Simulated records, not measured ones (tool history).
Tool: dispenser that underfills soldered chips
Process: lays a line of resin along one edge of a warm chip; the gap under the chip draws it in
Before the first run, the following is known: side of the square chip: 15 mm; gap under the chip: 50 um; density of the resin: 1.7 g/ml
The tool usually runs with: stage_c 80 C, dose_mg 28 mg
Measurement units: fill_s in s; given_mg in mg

{"run": 1, "hour": 0.0, "stage_c": 80, "dose_mg": 28, "fill_s": 295.7, "given_mg": 26.94}
{"run": 2, "hour": 5.3, "stage_c": 80, "dose_mg": 34.1, "fill_s": 229.3, "given_mg": 32.69}
{"run": 3, "hour": 7.7, "stage_c": 80, "dose_mg": 34.1, "fill_s": 249.4, "given_mg": 32.63}
{"run": 4, "hour": 13.4, "stage_c": 80, "dose_mg": 34.1, "fill_s": 298.7, "given_mg": 32.62}
{"run": 5, "hour": 17.9, "stage_c": 80, "dose_mg": 34.1, "fill_s": 234.1, "given_mg": 33.92}
{"run": 6, "hour": 23.8, "stage_c": 80, "dose_mg": 28, "fill_s": 294.2, "given_mg": 27.79}
{"run": 7, "hour": 29.3, "stage_c": 80, "dose_mg": 28, "fill_s": 241.6, "given_mg": 27.78}
{"run": 8, "hour": 34.9, "stage_c": 74, "dose_mg": 28, "fill_s": 348.7, "given_mg": 27.79}
{"run": 9, "hour": 41.2, "stage_c": 78, "dose_mg": 28, "fill_s": 259.2, "given_mg": 27.74}
{"run": 10, "hour": 45.0, "stage_c": 78, "dose_mg": 28, "fill_s": 298.9, "given_mg": 27.68}
{"run": 11, "hour": 48.7, "stage_c": 78, "dose_mg": 28, "fill_s": 339.2, "given_mg": 27.68}
{"run": 12, "hour": 52.9, "stage_c": 78, "dose_mg": 28, "fill_s": 260.5, "given_mg": 27.64}
{"run": 13, "hour": 56.6, "stage_c": 78, "dose_mg": 28, "fill_s": 299, "given_mg": 27.57}
{"run": 14, "hour": 61.3, "stage_c": 80, "dose_mg": 28, "fill_s": 324.5, "given_mg": 27.66}
{"run": 15, "hour": 65.2, "stage_c": 80, "dose_mg": 35.5, "fill_s": 240.8, "given_mg": 35.02}
{"run": 16, "hour": 70.6, "stage_c": 80, "dose_mg": 35.5, "fill_s": 295.8, "given_mg": 34.71}
{"run": 17, "hour": 74.8, "stage_c": 80, "dose_mg": 35.5, "fill_s": 242.1, "given_mg": 34.84}
{"run": 18, "hour": 77.2, "stage_c": 80, "dose_mg": 35.5, "fill_s": 254.4, "given_mg": 34.71}
{"run": 19, "hour": 80.6, "stage_c": 90, "dose_mg": 27.3, "fill_s": 230.4, "given_mg": 26.77}
{"run": 20, "hour": 85.3, "stage_c": 66, "dose_mg": 34.1, "fill_s": 350.3, "given_mg": 33.26}
{"run": 21, "hour": 89.9, "stage_c": 66, "dose_mg": 32.1, "fill_s": 415.6, "given_mg": 31.32}
{"run": 22, "hour": 92.4, "stage_c": 70, "dose_mg": 25.2, "fill_s": 412.1, "given_mg": 24.63}
{"run": 23, "hour": 96.4, "stage_c": 79, "dose_mg": 27.4, "fill_s": 237.2, "given_mg": 26.63}
{"run": 24, "hour": 99.4, "stage_c": 85, "dose_mg": 31.5, "fill_s": 215.9, "given_mg": 30.69}
{"run": 25, "hour": 101.9, "stage_c": 68, "dose_mg": 31.5, "fill_s": 388, "given_mg": 30.63}
{"run": 26, "hour": 105.1, "stage_c": 93, "dose_mg": 32.5, "fill_s": 213.8, "given_mg": 31.6}
{"run": 27, "hour": 108.5, "stage_c": 88, "dose_mg": 35.9, "fill_s": 185, "given_mg": 34.78}
{"run": 28, "hour": 113.5, "stage_c": 90, "dose_mg": 33.2, "fill_s": 213.8, "given_mg": 32.07}
{"run": 29, "hour": 116.4, "stage_c": 90, "dose_mg": 33.2, "fill_s": 230.9, "given_mg": 32.08}
{"run": 30, "hour": 122.3, "stage_c": 90, "dose_mg": 33.2, "fill_s": 190.3, "given_mg": 32.12}
{"run": 31, "hour": 126.1, "stage_c": 80, "dose_mg": 28.5, "fill_s": 298.4, "given_mg": 27.48}
{"run": 32, "hour": 131.3, "stage_c": 80, "dose_mg": 28.5, "fill_s": 245.4, "given_mg": 27.44}
{"run": 33, "hour": 136.5, "stage_c": 80, "dose_mg": 23.9, "fill_s": 304.9, "given_mg": 22.92}
{"run": 34, "hour": 141.7, "stage_c": 71, "dose_mg": 34.5, "fill_s": 303, "given_mg": 33.16}
{"run": 35, "hour": 145.7, "stage_c": 71, "dose_mg": 34.5, "fill_s": 343.9, "given_mg": 33.1}
{"run": 36, "hour": 149.1, "stage_c": 89, "dose_mg": 33.7, "fill_s": 216.9, "given_mg": 33.71}

Not shown here: 15 entries made in the log between runs. Locate each between two listed runs and compare the hidden state at the listed run before it with the hidden state at the listed run after it:
Runs 1 to 2: new syringe of resin (hour 4.7)
  resin's viscosity, % of fresh resin's: 126.7 -> 101.7; dose that the valve gives, % of what is set: 96.18 -> 96.02; true chip temperature over the reading, C: 0 -> -0.02
  measured value less the no-hidden-state value, fill_s: +64 -> +4.5 s; given_mg: -1.07 -> -1.35 mg
Runs 4 to 5: dispensing valve cleaned and set on the balance (hour 15.4); new syringe of resin (hour 16.9)
  resin's viscosity, % of fresh resin's: 134 -> 103.6; dose that the valve gives, % of what is set: 95.75 -> 99.79; true chip temperature over the reading, C: -0.05 -> -0.06
  measured value less the no-hidden-state value, fill_s: +76.9 -> +8.6 s; given_mg: -1.45 -> -0.07 mg
Runs 6 to 7: new syringe of resin (hour 28.2)
  resin's viscosity, % of fresh resin's: 126.4 -> 105.3; dose that the valve gives, % of what is set: 99.61 -> 99.44; true chip temperature over the reading, C: -0.09 -> -0.11
  measured value less the no-hidden-state value, fill_s: +62.1 -> +13 s; given_mg: -0.11 -> -0.15 mg
Runs 8 to 9: new syringe of resin (hour 39.6)
  resin's viscosity, % of fresh resin's: 127.3 -> 106.5; dose that the valve gives, % of what is set: 99.26 -> 99.07; true chip temperature over the reading, C: -0.13 -> -0.16
  measured value less the no-hidden-state value, fill_s: +76.4 -> +17.3 s; given_mg: -0.21 -> -0.27 mg
Runs 11 to 12: new syringe of resin (hour 51)
  resin's viscosity, % of fresh resin's: 137.9 -> 106.5; dose that the valve gives, % of what is set: 98.83 -> 98.71; true chip temperature over the reading, C: -0.19 -> -0.2
  measured value less the no-hidden-state value, fill_s: +95.1 -> +18 s; given_mg: -0.33 -> -0.37 mg
Runs 14 to 15: new syringe of resin (hour 62.4)
  resin's viscosity, % of fresh resin's: 141.8 -> 107.6; dose that the valve gives, % of what is set: 98.44 -> 98.33; true chip temperature over the reading, C: -0.23 -> -0.25
  measured value less the no-hidden-state value, fill_s: +98 -> +18.8 s; given_mg: -0.44 -> -0.59 mg
Runs 16 to 17: new syringe of resin (hour 73.7)
  resin's viscosity, % of fresh resin's: 129.5 -> 105.6; dose that the valve gives, % of what is set: 98.16 -> 98.05; true chip temperature over the reading, C: -0.27 -> -0.28
  measured value less the no-hidden-state value, fill_s: +69.1 -> +14.9 s; given_mg: -0.65 -> -0.7 mg
Runs 19 to 20: new syringe of resin (hour 85.2)
  resin's viscosity, % of fresh resin's: 128.8 -> 100.9; dose that the valve gives, % of what is set: 97.86 -> 97.72; true chip temperature over the reading, C: -0.31 -> -0.33
  measured value less the no-hidden-state value, fill_s: +53.7 -> +7.3 s; given_mg: -0.59 -> -0.78 mg
Runs 22 to 23: new syringe of resin (hour 96.4)
  resin's viscosity, % of fresh resin's: 128.5 -> 99.6; dose that the valve gives, % of what is set: 97.5 -> 97.39; true chip temperature over the reading, C: -0.35 -> -0.37
  measured value less the no-hidden-state value, fill_s: +97.1 -> +3 s; given_mg: -0.63 -> -0.71 mg
Runs 26 to 27: new syringe of resin (hour 108)
  resin's viscosity, % of fresh resin's: 134 -> 103; dose that the valve gives, % of what is set: 97.12 -> 97.02; true chip temperature over the reading, C: -0.4 -> -0.41
  measured value less the no-hidden-state value, fill_s: +56.3 -> +7.7 s; given_mg: -0.93 -> -1.07 mg
Runs 29 to 30: new syringe of resin (hour 119.3)
  resin's viscosity, % of fresh resin's: 134.7 -> 111.8; dose that the valve gives, % of what is set: 96.78 -> 96.6; true chip temperature over the reading, C: -0.45 -> -0.47
  measured value less the no-hidden-state value, fill_s: +62 -> +22.8 s; given_mg: -1.07 -> -1.13 mg
Runs 31 to 32: new syringe of resin (hour 130.5)
  resin's viscosity, % of fresh resin's: 127.3 -> 104.7; dose that the valve gives, % of what is set: 96.48 -> 96.34; true chip temperature over the reading, C: -0.48 -> -0.5
  measured value less the no-hidden-state value, fill_s: +68.8 -> +16 s; given_mg: -1 -> -1.05 mg
Runs 33 to 34: new syringe of resin (hour 141.7)
  resin's viscosity, % of fresh resin's: 125.3 -> 100.5; dose that the valve gives, % of what is set: 96.16 -> 96.02; true chip temperature over the reading, C: -0.52 -> -0.54
  measured value less the no-hidden-state value, fill_s: +68.6 -> +7.4 s; given_mg: -0.92 -> -1.38 mg
Runs 35 to 36: dispensing valve cleaned and set on the balance (hour 148.7)
  resin's viscosity, % of fresh resin's: 115 -> 125; dose that the valve gives, % of what is set: 95.9 -> 99.89; true chip temperature over the reading, C: -0.56 -> -0.57
  measured value less the no-hidden-state value, fill_s: +50.7 -> +46.2 s; given_mg: -1.41 -> -0.03 mg
